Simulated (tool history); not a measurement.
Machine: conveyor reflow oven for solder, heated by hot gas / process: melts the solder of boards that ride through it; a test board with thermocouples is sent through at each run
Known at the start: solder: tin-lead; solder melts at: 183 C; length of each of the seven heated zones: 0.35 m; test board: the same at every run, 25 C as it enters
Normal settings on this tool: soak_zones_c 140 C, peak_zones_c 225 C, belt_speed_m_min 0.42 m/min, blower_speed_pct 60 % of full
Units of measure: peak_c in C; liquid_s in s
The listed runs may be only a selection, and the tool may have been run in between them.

run,day,soak_zones_c,peak_zones_c,belt_speed_m_min,blower_speed_pct,peak_c,liquid_s
1,0,140,225,0.42,60,206.63,62.3
2,3.125,140,225,0.453,60,204.08,53
3,4.692,140,225,0.42,67,208.37,65.2
4,6.25,154,225,0.42,60,209.68,74.5
5,8.262,154,225,0.42,60,209.61,74.7
6,9.579,136,225,0.42,60,205.62,58.9
7,12.3,136,225,0.42,60,205.6,59.1
8,15.221,136,225,0.42,75,209.07,65.1
9,18.258,136,225,0.42,75,208.93,64.8
10,20.883,136,225,0.42,75,208.95,65
11,23.85,136,225,0.42,75,210.65,68.1
12,25.262,136,225,0.42,75,210.67,67.9
13,27.371,136,225,0.42,71,209.73,66.4
14,29.767,136,225,0.42,71,209.7,66.4
15,32.35,140,225,0.42,60,207.74,65
16,33.767,140,225,0.42,60,207.89,64.7
17,35.917,140,225,0.42,60,207.65,64.6
18,38.312,151,218,0.361,60,208.01,86.1
19,41.454,151,218,0.361,60,208,86.4
20,44.608,140,225,0.42,67,209.51,68.8
21,47.667,140,225,0.42,59,208.89,67.6
22,50.029,130,221,0.486,81,203.9,48.5
23,52.517,130,221,0.486,81,202.47,44
24,53.912,136,225,0.383,60,209.92,72
25,55.688,129,220,0.416,56,200.31,47.1
26,58.879,129,220,0.416,56,200.18,46.7
27,60.446,150,222,0.416,56,206.84,68
28,62.329,150,225,0.42,81,213.93,78.3
29,64.879,140,225,0.42,71,210.25,67.6

The log once held 4 entries between its listed runs, left out of this copy. Where does each go, and what is different about the tool's unlogged condition between the listed run before it and the listed run after it?
From run 10 to run 11: flux residue cleaned out of gas plates and filters (day 22.629)
  heat that the gas passes to the board, % of a clean oven's: 92.9 -> 99.4; belt's true speed, % of the reading: 98.69 -> 98.56; true gas temperature in zones 6 and 7 over the reading, C: 0.91 -> 0.99
  measured minus no-state result, peak_c: -0.63 -> +1.15 C; liquid_s: -0.5 -> +2.5 s
From run 19 to run 20: belt drive overhauled, speed set with a stopwatch (day 41.958)
  heat that the gas passes to the board, % of a clean oven's: 94.6 -> 93.8; belt's true speed, % of the reading: 97.7 -> 96.67; true gas temperature in zones 6 and 7 over the reading, C: 1.54 -> 1.62
  measured minus no-state result, peak_c: +1.02 -> +0.96 C; liquid_s: +3.2 -> +3.3 s
From run 20 to run 21: flux residue cleaned out of gas plates and filters (day 46.333)
  heat that the gas passes to the board, % of a clean oven's: 93.8 -> 99; belt's true speed, % of the reading: 96.67 -> 96.53; true gas temperature in zones 6 and 7 over the reading, C: 1.62 -> 1.72
  measured minus no-state result, peak_c: +0.96 -> +2.34 C; liquid_s: +3.3 -> +5.9 s
From run 22 to run 23: belt drive overhauled, speed set with a stopwatch, once more (day 50.558)
  heat that the gas passes to the board, % of a clean oven's: 98.4 -> 97.7; belt's true speed, % of the reading: 96.42 -> 100.02; true gas temperature in zones 6 and 7 over the reading, C: 1.79 -> 1.86
  measured minus no-state result, peak_c: +2.22 -> +0.84 C; liquid_s: +5 -> +0.9 s
